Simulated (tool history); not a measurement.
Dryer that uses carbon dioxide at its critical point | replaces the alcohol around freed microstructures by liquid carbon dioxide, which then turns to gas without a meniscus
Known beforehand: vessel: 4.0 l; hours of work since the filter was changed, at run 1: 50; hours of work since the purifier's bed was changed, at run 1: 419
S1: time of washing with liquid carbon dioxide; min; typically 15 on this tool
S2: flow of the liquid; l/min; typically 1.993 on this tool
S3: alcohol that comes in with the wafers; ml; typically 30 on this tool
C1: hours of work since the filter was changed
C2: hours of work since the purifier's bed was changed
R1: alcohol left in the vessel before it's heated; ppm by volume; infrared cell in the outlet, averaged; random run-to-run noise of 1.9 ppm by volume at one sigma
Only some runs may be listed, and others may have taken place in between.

Run 1, hour 0: usual settings; C1 50; C2 419. Result: R1 24 ppm by volume.
Run 2, hour 15.6: usual settings; C1 57; C2 426. Result: R1 27 ppm by volume.
Run 3, hour 35.6: usual settings; C1 65; C2 434. Result: R1 24 ppm by volume.
Run 4, hour 55.3: usual settings; C1 73; C2 442. Result: R1 25 ppm by volume.
Run 5, hour 78.3: usual settings; C1 83; C2 452. Result: R1 26 ppm by volume.
Run 6, hour 92.3: usual settings; C1 89; C2 458. Result: R1 26 ppm by volume.
Run 7, hour 113.1: usual settings but S1 23 min; C1 98; C2 467. Result: R1 19 ppm by volume.
Run 8, hour 136.2: usual settings but S2 3.01 l/min; C1 107; C2 476. Result: R1 20 ppm by volume.
Run 9, hour 168.4: usual settings but S2 3.01 l/min; C1 121; C2 490. Result: R1 18 ppm by volume.
Run 10, hour 195.6: usual settings but S2 3.01 l/min; C1 132; C2 501. Result: R1 19 ppm by volume.
Run 11, hour 226.2: usual settings but S2 3.01 l/min; C1 145; C2 514. Result: R1 21 ppm by volume.
Run 12, hour 251.3: usual settings; C1 155; C2 524. Result: R1 29 ppm by volume.
Run 13, hour 278.8: usual settings but S1 10 min; C1 167; C2 536. Result: R1 103 ppm by volume.
Run 14, hour 296.6: usual settings but S1 10 min; C1 174; C2 543. Result: R1 102 ppm by volume.
Run 15, hour 316.1: usual settings but S1 10 min; C1 182; C2 551. Result: R1 105 ppm by volume.
Run 16, hour 337.1: usual settings but S1 10 min; C1 191; C2 560. Result: R1 107 ppm by volume.
Run 17, hour 357.6: usual settings but S1 10 min; C1 200; C2 569. Result: R1 108 ppm by volume.
Run 18, hour 371.6: usual settings but S1 18 min; C1 206; C2 575. Result: R1 23 ppm by volume.
Run 19, hour 385.5: usual settings; C1 211; C2 580. Result: R1 29 ppm by volume.
Run 20, hour 411.9: usual settings but S1 10 min; C1 222; C2 592. Result: R1 110 ppm by volume.
Run 21, hour 427.6: usual settings but S1 10 min; C1 229; C2 598. Result: R1 107 ppm by volume.
Run 22, hour 447: usual settings but S2 1.39 l/min; C1 237; C2 606. Result: R1 97 ppm by volume.
Run 23, hour 468.7: usual settings but S2 1.39 l/min; C1 246; C2 615. Result: R1 99 ppm by volume.
Run 24, hour 492.7: usual settings but S2 1.39 l/min; C1 256; C2 625. Result: R1 97 ppm by volume.
Run 25, hour 513.3: usual settings but S2 1.82 l/min; C1 265; C2 634. Result: R1 40 ppm by volume.
Run 26, hour 529.3: usual settings but S2 3.24 l/min, S3 24 ml; C1 272; C2 641. Result: R1 22 ppm by volume.
Run 27, hour 546.7: usual settings but S2 3.24 l/min, S3 26 ml; C1 279; C2 648. Result: R1 21 ppm by volume.
Run 28, hour 572.7: usual settings but S2 3.24 l/min, S3 26 ml; C1 290; C2 659. Result: R1 25 ppm by volume.
Run 29, hour 605.2: usual settings but S2 3.01 l/min, S3 106 ml; C1 303; C2 672. Result: R1 24 ppm by volume.
Run 30, hour 637.6: usual settings but S2 3.01 l/min, S3 106 ml; C1 317; C2 686. Result: R1 24 ppm by volume.
Run 31, hour 667.3: usual settings but S2 3.01 l/min, S3 106 ml; C1 329; C2 698. Result: R1 26 ppm by volume.

Run 32, settings as shown, results not yet in. Your forecast:
Run 32, hour 692.2: usual settings but S1 11 min, S2 1.49 l/min, S3 24 ml; C1 340; C2 709. Result: R1 ?.

Logged for run 32: R1 199 ppm by volume.
The same run, on a tool lacking any hidden state, would have yielded R1 136 ppm by volume.

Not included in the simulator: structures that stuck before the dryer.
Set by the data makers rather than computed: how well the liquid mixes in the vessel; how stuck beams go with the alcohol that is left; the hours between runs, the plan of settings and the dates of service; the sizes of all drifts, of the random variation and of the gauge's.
